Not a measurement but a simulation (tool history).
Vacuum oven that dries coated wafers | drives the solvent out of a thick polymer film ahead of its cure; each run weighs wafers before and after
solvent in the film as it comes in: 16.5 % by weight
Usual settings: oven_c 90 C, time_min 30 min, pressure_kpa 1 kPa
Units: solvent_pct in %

Run 1, hour 0: usual settings. Result: solvent_pct 1.45 %.
Run 2, hour 48.5: usual settings. Result: solvent_pct 1.43 %.
Run 3, hour 138.8: usual settings but oven_c 93 C. Result: solvent_pct 0.99 %.
Run 4, hour 219.8: usual settings but pressure_kpa 2.51 kPa. Result: solvent_pct 2.05 %.
Run 5, hour 278: usual settings but pressure_kpa 2.51 kPa. Result: solvent_pct 2.04 %.
At hour 283.7: vacuum gauge cleaned of residue and calibrated.
Run 6, hour 318.8: usual settings but time_min 38 min. Result: solvent_pct 1.18 %.
Run 7, hour 366.1: usual settings but oven_c 77 C, time_min 39 min. Result: solvent_pct 4.52 %.
Run 8, hour 432.5: usual settings but oven_c 91 C, time_min 49 min, pressure_kpa 2.63 kPa. Result: solvent_pct 1.57 %.
Run 9, hour 505: usual settings but time_min 43 min. Result: solvent_pct 1 %.
Run 10, hour 564.1: usual settings but time_min 43 min. Result: solvent_pct 1.05 %.
Run 11, hour 657.3: usual settings but time_min 41 min, pressure_kpa 2.26 kPa. Result: solvent_pct 1.6 %.

Some steps in solvent_pct between neighbouring runs. How much of each would the tool show without its hidden state too (settings, what came in, random variation), and how much is left for the hidden state, with any gauge scatter that isn't in both results?
The hidden state here: true wafer temperature over the reading, C; true pressure over the reading, kPa; drift of the gauge itself on solvent_pct, %.
Run 5 -> 6: time_min 30 -> 38, pressure_kpa 2.51 -> 1, vacuum gauge cleaned of residue and calibrated. solvent_pct -0.86 %: hidden state +0.14, all else -1.
Run 6 -> 7: oven_c 90 -> 77, time_min 38 -> 39. solvent_pct +3.34 %: hidden state +0.01, all else +3.33.
